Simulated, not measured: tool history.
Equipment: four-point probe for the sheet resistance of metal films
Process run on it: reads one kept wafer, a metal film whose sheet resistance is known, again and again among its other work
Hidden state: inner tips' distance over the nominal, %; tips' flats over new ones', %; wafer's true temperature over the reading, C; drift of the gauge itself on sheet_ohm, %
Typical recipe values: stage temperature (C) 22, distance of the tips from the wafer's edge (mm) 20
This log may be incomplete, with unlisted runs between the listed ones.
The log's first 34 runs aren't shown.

run    hour  stage temperature (C)  distance of the tips from the wafer's edge (mm)  touches since the probe head was changed  hours of work since the stage's thermometer was calibrated  sheet resistance as the instrument gives it (ohm/square)
 35  1947.0                     22                                                4                                     68210                                                        2130                                                 18.103373
 36  2004.9                     34                                                4                                     70277                                                        2175                                                 18.140447
 37  2079.8                     27                                                7                                     72948                                                        2233                                                 17.742572
     2144.8  -- new probe head fitted
 38  2148.5                     19                                                7                                       130                                                        2286                                                 17.707151
 39  2197.2                     28                                                8                                      1867                                                        2324                                                 17.694918
 40  2233.1                     30                                                5                                      3147                                                        2351                                                 17.925580
 41  2288.9                     30                                                5                                      5138                                                        2395                                                 17.921314
 42  2366.8                     30                                                5                                      7916                                                        2455                                                 17.921070
 43  2437.0                     30                                                3                                     10420                                                        2510                                                 18.539530
 44  2488.8                     32                                               16                                     12268                                                        2550                                                 17.600358
     2520.9  -- stage's thermometer calibrated
 45  2539.9                     26                                                8                                     14070                                                          15                                                 17.678935
 46  2617.1                     26                                                8                                     16824                                                          75                                                 17.686630

Branching from run 46: 3 alternative next runs. What would each branch give?
  A  2679.5                     31                                                6                                     19051                                                         123                                                         ?
  B  2679.5                     24                                               14                                     19051                                                         123                                                         ?
  C  2679.5                     32                                               24                                     19051                                                         123                                                         ?

run  sheet resistance as the instrument gives it (ohm/square)
  A                                                 17.816632
  B                                                 17.580809
  C                                                 17.580660
Without the tool's hidden state the same runs would have given:
run  sheet resistance as the instrument gives it (ohm/square)
  A                                                 17.819159
  B                                                 17.583306
  C                                                 17.583156
